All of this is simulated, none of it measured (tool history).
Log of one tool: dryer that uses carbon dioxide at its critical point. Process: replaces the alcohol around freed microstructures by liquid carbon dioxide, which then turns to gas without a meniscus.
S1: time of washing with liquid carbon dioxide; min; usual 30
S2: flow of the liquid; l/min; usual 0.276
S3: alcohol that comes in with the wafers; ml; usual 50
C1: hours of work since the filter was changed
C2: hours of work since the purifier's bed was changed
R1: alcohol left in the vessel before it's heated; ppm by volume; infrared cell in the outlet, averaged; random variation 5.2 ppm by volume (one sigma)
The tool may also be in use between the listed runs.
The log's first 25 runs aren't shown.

Run 26, hour 662.9: usual settings but S1 47 min, S2 0.209 l/min, S3 114 ml; C1 154; C2 763. Result: R1 246 ppm by volume.
Run 27, hour 690.3: usual settings but S1 19 min, S2 0.308 l/min, S3 118 ml; C1 174; C2 782. Result: R1 1561 ppm by volume.
Run 28, hour 717.9: usual settings but S1 24 min, S2 0.219 l/min, S3 40 ml; C1 194; C2 803. Result: R1 984 ppm by volume.
Run 29, hour 750.4: usual settings but S1 34 min, S2 0.209 l/min, S3 65 ml; C1 218; C2 826. Result: R1 518 ppm by volume.
Run 30, hour 780.5: usual settings but S1 35 min, S2 0.238 l/min, S3 23 ml; C1 240; C2 848. Result: R1 228 ppm by volume.
Run 31, hour 799.7: usual settings but S1 35 min, S3 20 ml; C1 254; C2 862. Result: R1 201 ppm by volume.
Run 32, hour 817.9: usual settings but S3 53 ml; C1 267; C2 875. Result: R1 315 ppm by volume.
Run 33, hour 852.5: usual settings but S3 53 ml; C1 292; C2 901. Result: R1 309 ppm by volume.
Run 34, hour 874.1: usual settings but S2 0.244 l/min, S3 22 ml; C1 308; C2 916. Result: R1 305 ppm by volume.
Run 35, hour 903.0: usual settings but S1 43 min, S2 0.332 l/min, S3 39 ml; C1 329; C2 937. Result: R1 197 ppm by volume.
Run 36, hour 935.0: usual settings but S1 43 min, S2 0.183 l/min, S3 71 ml; C1 353; C2 961. Result: R1 470 ppm by volume.

The next listed run, before its measurement:
Run 37, hour 957.0: usual settings but S1 24 min, S2 0.196 l/min, S3 98 ml; C1 369; C2 977. Result: R1 ?.

Run 37 gave R1 3656 ppm by volume.
Without the tool's hidden state the same run would have given R1 2735 ppm by volume.
